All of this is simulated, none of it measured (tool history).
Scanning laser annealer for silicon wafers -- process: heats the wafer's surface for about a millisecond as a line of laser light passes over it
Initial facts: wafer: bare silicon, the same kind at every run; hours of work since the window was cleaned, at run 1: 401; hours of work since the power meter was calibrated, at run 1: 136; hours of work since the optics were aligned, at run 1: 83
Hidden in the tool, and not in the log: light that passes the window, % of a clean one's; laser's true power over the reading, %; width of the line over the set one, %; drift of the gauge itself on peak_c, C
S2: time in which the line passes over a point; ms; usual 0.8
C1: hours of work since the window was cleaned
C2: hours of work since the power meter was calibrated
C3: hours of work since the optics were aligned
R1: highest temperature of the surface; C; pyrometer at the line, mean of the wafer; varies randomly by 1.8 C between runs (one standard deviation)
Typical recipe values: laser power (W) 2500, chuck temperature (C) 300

run 1 hour=0 | laser_power_(W)=2500 S2=0.8 chuck_temperature_(C)=300 | C1=401 C2=136 C3=83 | R1=1000
run 2 hour=8.2 | laser_power_(W)=2500 S2=0.8 chuck_temperature_(C)=300 | C1=405 C2=140 C3=87 | R1=1002
run 3 hour=16.1 | laser_power_(W)=2500 S2=0.8 chuck_temperature_(C)=301 | C1=409 C2=143 C3=90 | R1=1004
run 4 hour=24.8 | laser_power_(W)=2500 S2=0.8 chuck_temperature_(C)=301 | C1=413 C2=148 C3=95 | R1=999
run 5 hour=30 | laser_power_(W)=2500 S2=0.8 chuck_temperature_(C)=301 | C1=416 C2=150 C3=97 | R1=1001
run 6 hour=34.1 | laser_power_(W)=2500 S2=0.8 chuck_temperature_(C)=300 | C1=418 C2=152 C3=99 | R1=999
run 7 hour=39 | laser_power_(W)=2500 S2=0.8 chuck_temperature_(C)=300 | C1=420 C2=154 C3=101 | R1=1003
run 8 hour=42.9 | laser_power_(W)=2500 S2=0.904 chuck_temperature_(C)=300 | C1=422 C2=156 C3=103 | R1=1043
run 9 hour=48.7 | laser_power_(W)=2500 S2=0.8 chuck_temperature_(C)=300 | C1=425 C2=159 C3=106 | R1=1001
run 10 hour=55.2 | laser_power_(W)=2500 S2=0.887 chuck_temperature_(C)=300 | C1=428 C2=162 C3=109 | R1=1034
run 11 hour=60.6 | laser_power_(W)=2727 S2=0.887 chuck_temperature_(C)=300 | C1=430 C2=165 C3=112 | R1=1102
run 12 hour=69.5 | laser_power_(W)=2727 S2=0.887 chuck_temperature_(C)=300 | C1=434 C2=169 C3=116 | R1=1105
run 13 hour=76.9 | laser_power_(W)=2500 S2=0.8 chuck_temperature_(C)=311 | C1=438 C2=172 C3=119 | R1=1012
run 14 hour=86.2 | laser_power_(W)=2500 S2=0.8 chuck_temperature_(C)=300 | C1=442 C2=177 C3=124 | R1=998
run 15 hour=93.7 | laser_power_(W)=2500 S2=0.8 chuck_temperature_(C)=317 | C1=446 C2=180 C3=127 | R1=1019
run 16 hour=98 | laser_power_(W)=2500 S2=0.8 chuck_temperature_(C)=300 | C1=448 C2=182 C3=129 | R1=1000
run 17 hour=106.7 | laser_power_(W)=2500 S2=0.8 chuck_temperature_(C)=300 | C1=452 C2=187 C3=134 | R1=1000
run 18 hour=114.9 | laser_power_(W)=2500 S2=0.8 chuck_temperature_(C)=300 | C1=456 C2=190 C3=138 | R1=996
run 19 hour=120.2 | laser_power_(W)=2500 S2=0.8 chuck_temperature_(C)=264 | C1=459 C2=193 C3=140 | R1=960
run 20 hour=126.1 | laser_power_(W)=2500 S2=0.8 chuck_temperature_(C)=264 | C1=461 C2=196 C3=143 | R1=960
run 21 hour=130.3 | laser_power_(W)=2554 S2=0.8 chuck_temperature_(C)=300 | C1=463 C2=198 C3=145 | R1=1012
run 22 hour=135.7 | laser_power_(W)=2554 S2=0.8 chuck_temperature_(C)=300 | C1=466 C2=200 C3=147 | R1=1012
run 23 hour=139.8 | laser_power_(W)=2422 S2=0.8 chuck_temperature_(C)=273 | C1=468 C2=202 C3=149 | R1=947
run 24 hour=147.2 | laser_power_(W)=2422 S2=0.8 chuck_temperature_(C)=273 | C1=471 C2=206 C3=153 | R1=949
run 25 hour=151.6 | laser_power_(W)=2550 S2=0.806 chuck_temperature_(C)=300 | C1=474 C2=208 C3=155 | R1=1017
run 26 hour=156.4 | laser_power_(W)=2630 S2=0.64 chuck_temperature_(C)=300 | C1=476 C2=210 C3=157 | R1=963
run 27 hour=160.9 | laser_power_(W)=2338 S2=0.894 chuck_temperature_(C)=332 | C1=478 C2=212 C3=159 | R1=1018
run 28 hour=167.9 | laser_power_(W)=2594 S2=0.894 chuck_temperature_(C)=332 | C1=481 C2=216 C3=163 | R1=1094
run 29 hour=174.3 | laser_power_(W)=2366 S2=0.688 chuck_temperature_(C)=340 | C1=484 C2=219 C3=166 | R1=953
run 30 hour=179.4 | laser_power_(W)=2190 S2=0.736 chuck_temperature_(C)=298 | C1=487 C2=221 C3=168 | R1=882
run 31 hour=187.6 | laser_power_(W)=2190 S2=0.736 chuck_temperature_(C)=298 | C1=491 C2=225 C3=172 | R1=885
run 32 hour=195.7 | laser_power_(W)=2404 S2=0.736 chuck_temperature_(C)=332 | C1=495 C2=229 C3=176 | R1=979
run 33 hour=201.2 | laser_power_(W)=2184 S2=0.673 chuck_temperature_(C)=332 | C1=497 C2=232 C3=179 | R1=892
run 34 hour=207.8 | laser_power_(W)=2184 S2=0.673 chuck_temperature_(C)=332 | C1=500 C2=235 C3=182 | R1=890
run 35 hour=213.9 | laser_power_(W)=2500 S2=0.8 chuck_temperature_(C)=276 | C1=503 C2=238 C3=185 | R1=972
run 36 hour=221.4 | laser_power_(W)=2683 S2=0.8 chuck_temperature_(C)=308 | C1=507 C2=241 C3=188 | R1=1056
run 37 hour=228.3 | laser_power_(W)=2683 S2=0.8 chuck_temperature_(C)=308 | C1=510 C2=245 C3=192 | R1=1055
run 38 hour=232.7 | laser_power_(W)=2683 S2=0.8 chuck_temperature_(C)=270 | C1=512 C2=247 C3=194 | R1=1019
run 39 hour=239.8 | laser_power_(W)=2683 S2=0.8 chuck_temperature_(C)=270 | C1=516 C2=250 C3=197 | R1=1015
run 40 hour=248.2 | laser_power_(W)=2674 S2=0.901 chuck_temperature_(C)=338 | C1=520 C2=254 C3=201 | R1=1127
run 41 hour=254.1 | laser_power_(W)=2311 S2=0.8 chuck_temperature_(C)=306 | C1=522 C2=257 C3=204 | R1=945

Predict each of these 4 candidate next runs independently; none follows another, all start after run 41:
run A hour=261.9 | laser_power_(W)=2311 S2=0.617 chuck_temperature_(C)=306 | C1=526 C2=261 C3=208 | R1=?
run B hour=261.9 | laser_power_(W)=2722 S2=0.819 chuck_temperature_(C)=333 | C1=526 C2=261 C3=208 | R1=?
run C hour=261.9 | laser_power_(W)=2620 S2=0.947 chuck_temperature_(C)=285 | C1=526 C2=261 C3=208 | R1=?
run D hour=261.9 | laser_power_(W)=2382 S2=0.824 chuck_temperature_(C)=338 | C1=526 C2=261 C3=208 | R1=?

run=A R1=874
run=B R1=1097
run=C R1=1071
run=D R1=1007
Take away the tool's hidden state, keep each run's random variation, and the runs would have read:
run=A R1=904
run=B R1=1138
run=C R1=1113
run=D R1=1043
